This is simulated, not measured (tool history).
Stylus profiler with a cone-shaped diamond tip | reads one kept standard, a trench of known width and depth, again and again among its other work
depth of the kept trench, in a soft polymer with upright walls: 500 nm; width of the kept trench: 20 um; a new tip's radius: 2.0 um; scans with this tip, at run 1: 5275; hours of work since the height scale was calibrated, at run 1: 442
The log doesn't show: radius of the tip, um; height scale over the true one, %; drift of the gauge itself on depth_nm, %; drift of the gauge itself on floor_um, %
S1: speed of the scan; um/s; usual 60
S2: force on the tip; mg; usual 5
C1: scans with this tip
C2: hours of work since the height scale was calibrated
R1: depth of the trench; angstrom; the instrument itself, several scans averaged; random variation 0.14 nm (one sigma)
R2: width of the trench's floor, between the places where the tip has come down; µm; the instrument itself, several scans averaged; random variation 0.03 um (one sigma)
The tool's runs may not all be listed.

run,hour,S1,S2,C1,C2,R1,R2
1,0,60,5,5275,442,5055.6,17.08
2,80.3,144,5,5874,492,5058.1,16.74
3,189.8,60,3.11,6690,560,5039.9,17.01
4,284.4,60,5,7395,619,5055.9,17.08
5,344.6,60,5,7844,657,5056.2,17.11
6,424.6,60,7.41,8440,707,5071.7,17.12
7,499.6,146,5,8999,754,5056.5,16.77
8,563.2,146,5,9473,793,5054.7,16.75
9,665.5,102,10.73,10236,857,5089.8,17.05
10,773.2,102,10.73,11039,924,5092.8,17.06
11,832.5,109,1.88,11481,962,5030.2,16.67
12,923.1,80,1.88,12157,1018,5028.9,16.84
13,1026.7,80,1.88,12929,1083,5029.7,16.79

5 ways to go on from here, each from the tool as it stands after run 13. What would each give?
A,1119.2,80,4.29,13619,1141,?,?
B,1119.2,60,5.96,13619,1141,?,?
C,1119.2,110,3.46,13619,1141,?,?
D,1119.2,82,12.93,13619,1141,?,?
E,1119.2,80,1.93,13619,1141,?,?

run,R1,R2
A,5050.8,17.04
B,5060.9,17.17
C,5043.9,16.85
D,5105.4,17.11
E,5029.9,16.82
Without the tool's hidden state the same runs would have given:
run,R1,R2
A,5050.5,17.05
B,5060.7,17.18
C,5043.6,16.86
D,5105.2,17.12
E,5029.6,16.83

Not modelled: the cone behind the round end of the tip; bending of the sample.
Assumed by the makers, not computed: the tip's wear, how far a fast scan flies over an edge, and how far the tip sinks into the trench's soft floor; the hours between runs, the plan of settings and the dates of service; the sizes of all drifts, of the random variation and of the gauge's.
